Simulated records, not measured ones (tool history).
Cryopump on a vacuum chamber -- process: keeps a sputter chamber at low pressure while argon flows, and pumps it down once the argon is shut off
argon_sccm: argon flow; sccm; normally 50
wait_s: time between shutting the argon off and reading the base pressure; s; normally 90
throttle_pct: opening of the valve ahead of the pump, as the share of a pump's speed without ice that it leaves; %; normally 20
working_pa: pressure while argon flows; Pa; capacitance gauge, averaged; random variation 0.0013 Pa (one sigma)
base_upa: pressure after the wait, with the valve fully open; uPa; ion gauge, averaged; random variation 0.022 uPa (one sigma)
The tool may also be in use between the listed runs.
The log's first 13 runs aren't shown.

run 14 hour=198.9 | argon_sccm=50 wait_s=90 throttle_pct=18 | working_pa=0.3388 base_upa=0.68
run 15 hour=216.8 | argon_sccm=50 wait_s=90 throttle_pct=18 | working_pa=0.3396 base_upa=0.66
run 16 hour=232.1 | argon_sccm=50 wait_s=90 throttle_pct=18 | working_pa=0.3395 base_upa=0.7
run 17 hour=242.9 | argon_sccm=26 wait_s=90 throttle_pct=20 | working_pa=0.1583 base_upa=0.74
run 18 hour=252.8 | argon_sccm=50 wait_s=90 throttle_pct=35 | working_pa=0.1782 base_upa=0.75
run 19 hour=271.9 | argon_sccm=50 wait_s=90 throttle_pct=35 | working_pa=0.1788 base_upa=0.77
run 20 hour=281.8 | argon_sccm=22 wait_s=103 throttle_pct=25 | working_pa=0.1068 base_upa=0.72
run 21 hour=294 | argon_sccm=22 wait_s=103 throttle_pct=25 | working_pa=0.1093 base_upa=0.74
run 22 hour=307.9 | argon_sccm=66 wait_s=107 throttle_pct=20 | working_pa=0.4057 base_upa=0.77
run 23 hour=316.8 | argon_sccm=87 wait_s=90 throttle_pct=28 | working_pa=0.3879 base_upa=0.78
run 24 hour=333.9 | argon_sccm=87 wait_s=90 throttle_pct=42 | working_pa=0.2635 base_upa=0.79
run 25 hour=346 | argon_sccm=87 wait_s=90 throttle_pct=42 | working_pa=0.2628 base_upa=0.81
run 26 hour=355.2 | argon_sccm=87 wait_s=66 throttle_pct=46 | working_pa=0.2397 base_upa=0.97
run 27 hour=369.8 | argon_sccm=87 wait_s=35 throttle_pct=18 | working_pa=0.593 base_upa=1.43
run 28 hour=387.6 | argon_sccm=23 wait_s=39 throttle_pct=24 | working_pa=0.1188 base_upa=1.33
run 29 hour=408.6 | argon_sccm=26 wait_s=140 throttle_pct=19 | working_pa=0.1681 base_upa=0.77
run 30 hour=421.7 | argon_sccm=26 wait_s=140 throttle_pct=19 | working_pa=0.1691 base_upa=0.75
run 31 hour=433.8 | argon_sccm=26 wait_s=140 throttle_pct=19 | working_pa=0.1693 base_upa=0.76
run 32 hour=454.1 | argon_sccm=26 wait_s=140 throttle_pct=19 | working_pa=0.1678 base_upa=0.82
run 33 hour=466.1 | argon_sccm=32 wait_s=42 throttle_pct=41 | working_pa=0.1007 base_upa=1.37
run 34 hour=474.7 | argon_sccm=87 wait_s=42 throttle_pct=27 | working_pa=0.3984 base_upa=1.42
run 35 hour=489 | argon_sccm=42 wait_s=90 throttle_pct=36 | working_pa=0.1496 base_upa=0.95

Forecast each of these 3 alternatives for the next run:
run A hour=501.5 | argon_sccm=50 wait_s=31 throttle_pct=20 | working_pa=? base_upa=?
run B hour=501.5 | argon_sccm=42 wait_s=63 throttle_pct=36 | working_pa=? base_upa=?
run C hour=501.5 | argon_sccm=27 wait_s=72 throttle_pct=20 | working_pa=? base_upa=?

run=A working_pa=0.3091 base_upa=1.67
run=B working_pa=0.1493 base_upa=1.16
run=C working_pa=0.1666 base_upa=1.02
With no hidden state in the tool, these same runs would have given:
run=A working_pa=0.296 base_upa=1.27
run=B working_pa=0.1383 base_upa=0.75
run=C working_pa=0.1595 base_upa=0.62
